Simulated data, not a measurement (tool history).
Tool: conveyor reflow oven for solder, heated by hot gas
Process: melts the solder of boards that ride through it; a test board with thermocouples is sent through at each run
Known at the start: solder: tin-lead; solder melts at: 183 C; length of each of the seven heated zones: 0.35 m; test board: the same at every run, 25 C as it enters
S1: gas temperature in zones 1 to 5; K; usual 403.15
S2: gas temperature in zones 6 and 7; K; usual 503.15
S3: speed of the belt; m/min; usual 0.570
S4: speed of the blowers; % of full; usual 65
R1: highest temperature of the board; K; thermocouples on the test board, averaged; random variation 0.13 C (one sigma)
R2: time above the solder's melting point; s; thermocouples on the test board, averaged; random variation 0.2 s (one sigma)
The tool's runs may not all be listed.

run 1 hour=0.0 | S1=403.15 S2=503.15 S3=0.570 S4=65 | R1=485.95 R2=48.8
run 2 hour=7.6 | S1=403.15 S2=503.15 S3=0.570 S4=65 | R1=485.85 R2=48.7
run 3 hour=25.4 | S1=403.15 S2=503.15 S3=0.570 S4=84 | R1=489.75 R2=53.1
-- hour=36.5 flux residue cleaned out of gas plates and filters
run 4 hour=38.1 | S1=403.15 S2=514.15 S3=0.570 S4=65 | R1=495.65 R2=56.2
run 5 hour=45.9 | S1=403.15 S2=503.15 S3=0.570 S4=65 | R1=485.95 R2=49.1
run 6 hour=53.4 | S1=403.15 S2=503.15 S3=0.570 S4=65 | R1=485.95 R2=49.2
run 7 hour=62.7 | S1=403.15 S2=503.15 S3=0.570 S4=65 | R1=486.05 R2=49.2
run 8 hour=78.3 | S1=403.15 S2=503.15 S3=0.555 S4=65 | R1=486.75 R2=51.4
run 9 hour=94.8 | S1=408.15 S2=503.15 S3=0.555 S4=65 | R1=487.75 R2=53.9
run 10 hour=106.4 | S1=403.15 S2=503.15 S3=0.464 S4=65 | R1=491.95 R2=67.7
run 11 hour=118.8 | S1=403.15 S2=503.15 S3=0.570 S4=51 | R1=482.25 R2=44.6
run 12 hour=130.7 | S1=403.15 S2=503.15 S3=0.570 S4=51 | R1=482.15 R2=44.7
run 13 hour=138.4 | S1=403.15 S2=503.15 S3=0.570 S4=51 | R1=481.75 R2=44.5
run 14 hour=155.4 | S1=403.15 S2=503.15 S3=0.570 S4=65 | R1=485.85 R2=49.3
run 15 hour=174.1 | S1=403.15 S2=503.15 S3=0.570 S4=65 | R1=485.75 R2=48.9
run 16 hour=188.5 | S1=403.15 S2=494.15 S3=0.570 S4=65 | R1=478.05 R2=41.7
run 17 hour=197.9 | S1=405.15 S2=495.15 S3=0.570 S4=65 | R1=479.55 R2=43.8
run 18 hour=208.9 | S1=401.15 S2=495.15 S3=0.570 S4=65 | R1=478.85 R2=42.0
run 19 hour=217.5 | S1=413.15 S2=501.15 S3=0.666 S4=65 | R1=480.85 R2=39.8
run 20 hour=229.2 | S1=403.15 S2=513.15 S3=0.464 S4=82 | R1=503.95 R2=76.7
run 21 hour=246.0 | S1=403.15 S2=513.15 S3=0.464 S4=82 | R1=503.75 R2=76.5
run 22 hour=263.8 | S1=403.15 S2=513.15 S3=0.464 S4=82 | R1=503.85 R2=76.7
run 23 hour=279.8 | S1=412.15 S2=508.15 S3=0.538 S4=65 | R1=493.75 R2=61.3

Forecast run 24:
run 24 hour=287.5 | S1=412.15 S2=495.15 S3=0.494 S4=65 | R1=? R2=?

{"run 24": {"R1": 484.25, "R2": 60.1}}
Without the tool's hidden state the same run would have given R1 484.25 K, R2 60.1 s.
